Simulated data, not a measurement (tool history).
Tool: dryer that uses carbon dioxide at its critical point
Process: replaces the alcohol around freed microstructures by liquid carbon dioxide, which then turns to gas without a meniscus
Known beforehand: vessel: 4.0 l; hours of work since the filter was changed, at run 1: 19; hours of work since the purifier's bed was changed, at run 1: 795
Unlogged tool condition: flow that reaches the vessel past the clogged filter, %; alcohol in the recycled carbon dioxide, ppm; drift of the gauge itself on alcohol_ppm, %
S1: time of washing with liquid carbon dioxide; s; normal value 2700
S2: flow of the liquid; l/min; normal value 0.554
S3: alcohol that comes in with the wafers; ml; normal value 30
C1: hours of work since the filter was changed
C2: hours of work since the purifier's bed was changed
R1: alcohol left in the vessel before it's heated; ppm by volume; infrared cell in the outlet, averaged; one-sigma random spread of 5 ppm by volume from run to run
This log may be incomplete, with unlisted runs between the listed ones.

| run | hour | S1 | S2 | S3 | C1 | C2 | R1 |
|---|---|---|---|---|---|---|---|
| 1 | 0 | 2700 | 0.554 | 30 | 19 | 795 | 225 |
| 2 | 19.5 | 2700 | 0.554 | 30 | 34 | 810 | 235 |
| 3 | 43 | 2700 | 0.554 | 30 | 53 | 829 | 242 |
| 4 | 59.3 | 2700 | 0.915 | 30 | 66 | 842 | 204 |
| 5 | 72.6 | 2700 | 0.554 | 30 | 76 | 852 | 242 |
| 6 | 90.9 | 1800 | 0.373 | 76 | 91 | 867 | 1967 |
| 7 | 109.7 | 2400 | 0.642 | 67 | 106 | 882 | 299 |

The next listed run, before its measurement:
| 8 | 120.3 | 2460 | 0.719 | 29 | 114 | 890 | ? |

{"run 8": {"R1": 231}}
Take away the tool's hidden state, keep the run-to-run variation as it was, and the same run would have given R1 22 ppm by volume.
